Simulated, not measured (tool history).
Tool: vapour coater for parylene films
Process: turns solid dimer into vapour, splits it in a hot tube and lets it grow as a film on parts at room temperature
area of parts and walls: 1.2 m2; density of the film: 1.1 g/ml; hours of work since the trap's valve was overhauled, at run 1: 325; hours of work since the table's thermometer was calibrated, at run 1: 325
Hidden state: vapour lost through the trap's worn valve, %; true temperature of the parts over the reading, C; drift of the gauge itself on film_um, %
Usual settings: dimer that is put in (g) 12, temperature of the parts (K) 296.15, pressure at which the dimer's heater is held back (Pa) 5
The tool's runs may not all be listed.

| run | hour | dimer that is put in (g) | temperature of the parts (K) | pressure at which the dimer's heater is held back (Pa) | hours of work since the trap's valve was overhauled | hours of work since the table's thermometer was calibrated | thickness of the film (nm) |
|---|---|---|---|---|---|---|---|
| 1 | 0 | 12 | 296.15 | 5 | 325 | 325 | 5300 |
| 2 | 18.5 | 12 | 304.15 | 5 | 335 | 335 | 4020 |
| 3 | 54.2 | 12 | 304.15 | 5 | 353 | 353 | 3990 |
| 4 | 73 | 12 | 296.15 | 10.23 | 363 | 363 | 4780 |
| 5 | 103 | 12 | 296.15 | 10.23 | 379 | 379 | 4720 |
| 6 | 127.5 | 15 | 296.15 | 5 | 392 | 392 | 6560 |
| 7 | 151.6 | 12 | 296.15 | 5 | 405 | 405 | 5180 |
| 8 | 182.8 | 12 | 296.15 | 5 | 421 | 421 | 5110 |
| 9 | 219 | 12 | 296.15 | 5 | 441 | 441 | 5270 |
| 10 | 250.2 | 12 | 296.15 | 5 | 457 | 457 | 5150 |
|  | 254.1 | table's thermometer calibrated |
| 11 | 267 | 12 | 296.15 | 5 | 465 | 7 | 5190 |
| 12 | 293.5 | 12 | 296.15 | 5 | 479 | 21 | 5260 |
|  | 312.6 | table's thermometer calibrated, once more |
| 13 | 323.9 | 7 | 296.15 | 5 | 495 | 6 | 2940 |
| 14 | 358.8 | 7 | 296.15 | 5 | 513 | 24 | 2960 |

Forecast run 15:
| 15 | 391.5 | 12 | 298.15 | 5 | 531 | 42 | ? |

{"run 15": {"thickness of the film (nm)": 4660}}
Without the tool's hidden state the same run would have given thickness of the film (nm) 5240.
